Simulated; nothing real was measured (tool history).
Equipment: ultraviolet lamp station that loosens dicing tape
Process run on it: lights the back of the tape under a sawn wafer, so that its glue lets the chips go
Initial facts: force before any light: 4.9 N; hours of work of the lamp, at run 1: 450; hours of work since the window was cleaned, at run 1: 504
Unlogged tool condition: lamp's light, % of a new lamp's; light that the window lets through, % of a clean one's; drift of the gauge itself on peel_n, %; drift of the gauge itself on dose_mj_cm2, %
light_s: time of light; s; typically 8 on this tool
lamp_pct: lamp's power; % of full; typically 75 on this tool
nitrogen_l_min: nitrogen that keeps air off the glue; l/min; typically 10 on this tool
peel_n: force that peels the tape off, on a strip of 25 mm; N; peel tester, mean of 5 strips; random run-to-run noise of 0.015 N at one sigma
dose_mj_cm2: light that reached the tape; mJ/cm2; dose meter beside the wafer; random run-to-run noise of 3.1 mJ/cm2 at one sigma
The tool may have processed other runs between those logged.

run	hour	light_s	lamp_pct	nitrogen_l_min	hours of work of the lamp	hours of work since the window was cleaned	peel_n	dose_mj_cm2
1	0.0	8	75	10	450	504	0.678	465
2	93.4	8	75	10	504	558	0.702	468
# hour 98.0: window cleaned of glue's vapour
3	164.9	8	75	10	545	39	0.704	470
4	260.3	8	75	10	600	94	0.691	465
5	328.1	8	75	11	639	133	0.664	468
# hour 358.9: lamp changed
6	412.6	8	75	11	31	182	0.645	471
7	456.5	8	75	10	57	207	0.676	473
8	521.0	8	75	10	94	244	0.706	472
9	611.5	8	75	10	146	297	0.689	478
10	655.6	8	99	10	172	322	0.406	624
11	745.0	8	99	10	224	374	0.417	626
12	843.0	8	99	10	280	431	0.407	620
13	925.7	7	99	10	328	479	0.512	538
14	985.7	7	99	10	363	513	0.536	542
15	1055.3	7	99	10	403	554	0.530	542
# hour 1067.2: window cleaned of glue's vapour
16	1132.2	7	99	10	447	38	0.515	547
17	1215.5	8	75	11	496	86	0.671	469
18	1305.2	8	75	11	548	138	0.667	465
19	1397.0	8	75	11	601	191	0.644	467
20	1447.9	8	75	4	630	220	1.124	471
# hour 1495.6: lamp changed
21	1545.5	8	75	4	29	276	1.104	475
22	1615.5	8	75	4	69	317	1.124	468
23	1682.6	9	75	12	108	356	0.496	529
24	1766.1	9	75	12	157	404	0.515	530
25	1809.9	15	60	4	182	429	0.590	710
26	1866.7	15	60	4	215	462	0.577	705
27	1931.9	6	79	16	253	500	0.826	374
28	2005.5	16	79	8	295	543	0.185	988
# hour 2039.8: window cleaned of glue's vapour
29	2082.7	16	79	8	340	25	0.200	1003
30	2154.3	16	79	8	381	66	0.195	992
31	2246.1	10	91	4	434	119	0.587	714
32	2290.1	10	91	4	460	145	0.582	712
33	2381.6	10	75	10	513	198	0.442	590
34	2438.5	8	75	14	546	231	0.547	476
35	2522.3	5	75	4	594	279	1.906	292
36	2598.0	8	98	13	638	323	0.353	617
# hour 2632.9: lamp changed
37	2683.4	8	98	13	29	372	0.368	622
38	2734.5	6	70	10	59	402	1.223	333
39	2832.7	6	70	10	116	458	1.194	332
40	2916.2	4	78	5	164	507	2.135	250
41	2982.8	8	70	12	203	545	0.716	439
# hour 3008.7: window cleaned of glue's vapour
42	3024.0	8	70	12	226	9	0.693	442
43	3074.4	15	67	4	255	38	0.489	789

Hidden state at the last listed run before each entry between runs and at the first one after, where it differs:
From run 2 to run 3: window cleaned of glue's vapour (hour 98.0)
  light that the window lets through, % of a clean one's: 99.9 -> 100
From run 5 to run 6: lamp changed (hour 358.9)
  lamp's light, % of a new lamp's: 99.7 -> 100
From run 15 to run 16: window cleaned of glue's vapour (hour 1067.2)
  light that the window lets through, % of a clean one's: 99.9 -> 100
From run 20 to run 21: lamp changed (hour 1495.6)
  lamp's light, % of a new lamp's: 99.7 -> 100; light that the window lets through, % of a clean one's: 100 -> 99.9
From run 28 to run 29: window cleaned of glue's vapour (hour 2039.8)
  light that the window lets through, % of a clean one's: 99.9 -> 100
From run 36 to run 37: lamp changed (hour 2632.9)
  lamp's light, % of a new lamp's: 99.7 -> 100
From run 41 to run 42: window cleaned of glue's vapour (hour 3008.7)
  light that the window lets through, % of a clean one's: 99.9 -> 100

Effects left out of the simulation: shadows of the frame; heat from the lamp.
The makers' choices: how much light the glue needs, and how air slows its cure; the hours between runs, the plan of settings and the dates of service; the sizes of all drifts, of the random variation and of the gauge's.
